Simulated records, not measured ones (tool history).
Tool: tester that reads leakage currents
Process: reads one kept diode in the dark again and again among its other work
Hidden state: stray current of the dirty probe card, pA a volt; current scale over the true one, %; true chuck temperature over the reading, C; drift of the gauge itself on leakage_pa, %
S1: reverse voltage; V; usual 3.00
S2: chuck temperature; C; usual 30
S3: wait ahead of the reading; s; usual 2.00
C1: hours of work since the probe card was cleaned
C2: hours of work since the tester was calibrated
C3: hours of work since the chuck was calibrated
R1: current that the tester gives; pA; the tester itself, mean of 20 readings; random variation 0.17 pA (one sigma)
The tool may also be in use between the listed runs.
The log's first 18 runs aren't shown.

run,hour,S1,S2,S3,C1,C2,C3,R1
19,620.9,3.00,23,2.00,1851,1851,524,36.45
20,658.9,3.00,23,2.00,1879,1879,552,36.31
21,694.2,3.00,23,2.00,1905,1905,578,36.53
22,722.8,4.70,38,9.50,1926,1926,599,110.74
23,757.2,1.52,44,2.00,1951,1951,624,109.57
24,792.6,1.01,34,1.48,1977,1977,650,50.31
25,830.2,1.01,33,3.01,2005,2005,678,46.93
26,875.9,1.01,33,3.01,2038,2038,711,46.81
27,899.6,8.59,58,2.00,2056,2056,728,454.99
28,923.8,8.59,58,2.00,2073,2073,746,455.70
29,966.1,7.82,58,2.00,2104,2104,777,440.55
30,1003.2,6.55,49,1.31,2132,2132,804,246.88
31,1049.4,3.86,23,2.00,2165,2165,838,41.28
32,1096.4,1.61,31,3.60,2200,2200,873,48.45
33,1130.0,3.12,21,7.12,2224,2224,897,32.94
34,1151.6,3.12,21,7.12,2240,2240,913,32.95
35,1182.0,1.98,21,2.04,2263,2263,935,27.26
36,1226.2,3.00,30,1.09,2295,2295,968,58.09
37,1267.6,3.06,33,2.00,2325,2325,998,69.84
38,1294.5,4.62,26,2.00,2345,2345,1018,53.26
39,1336.9,2.01,30,0.52,2376,2376,1049,50.15

Forecast each of these 3 alternatives for the next run:
A,1371.7,3.00,30,0.52,2402,2402,1074,?
B,1371.7,2.19,38,2.00,2402,2402,1074,?
C,1371.7,4.07,45,1.23,2402,2402,1074,?

run,R1
A,59.12
B,84.35
C,162.99
Without the tool's hidden state the same runs would have given:
run,R1
A,55.41
B,83.45
C,161.33

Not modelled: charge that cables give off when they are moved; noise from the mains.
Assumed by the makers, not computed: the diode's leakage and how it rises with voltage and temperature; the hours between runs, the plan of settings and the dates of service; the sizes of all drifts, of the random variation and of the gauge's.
